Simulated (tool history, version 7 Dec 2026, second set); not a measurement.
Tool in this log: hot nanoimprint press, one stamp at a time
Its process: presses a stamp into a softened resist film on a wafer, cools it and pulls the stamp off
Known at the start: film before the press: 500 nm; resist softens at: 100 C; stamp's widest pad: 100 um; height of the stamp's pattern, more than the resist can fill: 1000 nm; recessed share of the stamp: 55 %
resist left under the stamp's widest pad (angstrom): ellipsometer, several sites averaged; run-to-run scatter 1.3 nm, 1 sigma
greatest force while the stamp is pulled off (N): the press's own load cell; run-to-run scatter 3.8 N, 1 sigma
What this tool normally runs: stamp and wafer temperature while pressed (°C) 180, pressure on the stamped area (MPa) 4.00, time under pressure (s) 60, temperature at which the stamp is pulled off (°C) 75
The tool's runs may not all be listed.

run	hour	stamp and wafer temperature while pressed (°C)	pressure on the stamped area (MPa)	time under pressure (s)	temperature at which the stamp is pulled off (°C)	resist left under the stamp's widest pad (angstrom)	greatest force while the stamp is pulled off (N)
1	0.0	180	4.00	60	75	2439	220
2	15.2	180	4.00	60	78	2410	214
# hour 21.0: plate thermocouple calibrated
3	35.2	180	4.00	60	75	2436	235
4	49.1	180	4.00	59	75	2451	230
5	60.0	180	4.00	59	75	2482	231
6	68.5	180	5.55	60	75	2057	239
7	81.7	180	5.55	60	75	2066	238
8	91.8	180	2.54	60	75	3110	240
9	102.0	180	2.54	60	75	3118	246
# hour 124.1: stamp cleaned and given a new release coat
# hour 128.9: plate thermocouple calibrated, once more
10	130.3	180	2.54	60	75	2893	183
11	145.5	180	2.54	60	75	2900	183
12	164.0	180	2.54	60	75	2935	196
13	175.8	180	4.00	60	75	2306	190
14	192.6	180	4.00	60	75	2314	191
15	201.4	180	4.00	60	75	2283	203
16	217.3	180	5.98	60	75	1837	199
17	226.1	180	5.98	60	75	1855	201
18	238.7	174	5.98	60	75	2166	204
19	249.3	180	2.41	39	75	3344	205
20	265.7	185	4.00	60	65	2041	229
21	276.3	185	5.56	53	65	1790	242
22	286.8	185	5.56	53	65	1764	253
23	302.7	180	4.04	60	70	2304	230
24	316.6	170	4.83	60	73	2727	223
25	327.9	180	2.54	53	75	3063	226
26	343.2	180	3.08	60	75	2657	225
27	354.8	181	5.46	60	75	1885	227
28	374.3	182	4.00	79	75	2033	229
29	390.7	182	4.00	79	75	2022	235

Some steps in resist left under the stamp's widest pad (angstrom) between neighbouring runs. How much of each would the tool show without its hidden state too (settings, what came in, random variation), and how much is left for the hidden state, with any gauge scatter that isn't in both results?
Hidden state present: true temperature over the reading, C; pressure that arrives at the usual setting, %; grip of the stamp's worn release coat, % over a new coat's; drift of the gauge itself on residual_nm, %; drift of the gauge itself on pull_off_n, %.
Run 2 -> 3: temperature at which the stamp is pulled off (°C) 78 -> 75, plate thermocouple calibrated. resist left under the stamp's widest pad (angstrom) +26: hidden state +37, all else -11.
Run 9 -> 10: stamp cleaned and given a new release coat, plate thermocouple calibrated, once more. resist left under the stamp's widest pad (angstrom) -225: hidden state -168, all else -57.
Run 18 -> 19: stamp and wafer temperature while pressed (°C) 174 -> 180, pressure on the stamped area (MPa) 5.98 -> 2.41, time under pressure (s) 60 -> 39. resist left under the stamp's widest pad (angstrom) +1178: hidden state -4, all else +1182.
Run 19 -> 20: stamp and wafer temperature while pressed (°C) 180 -> 185, pressure on the stamped area (MPa) 2.41 -> 4.00, time under pressure (s) 39 -> 60, temperature at which the stamp is pulled off (°C) 75 -> 65. resist left under the stamp's widest pad (angstrom) -1303: hidden state +0, all else -1303.
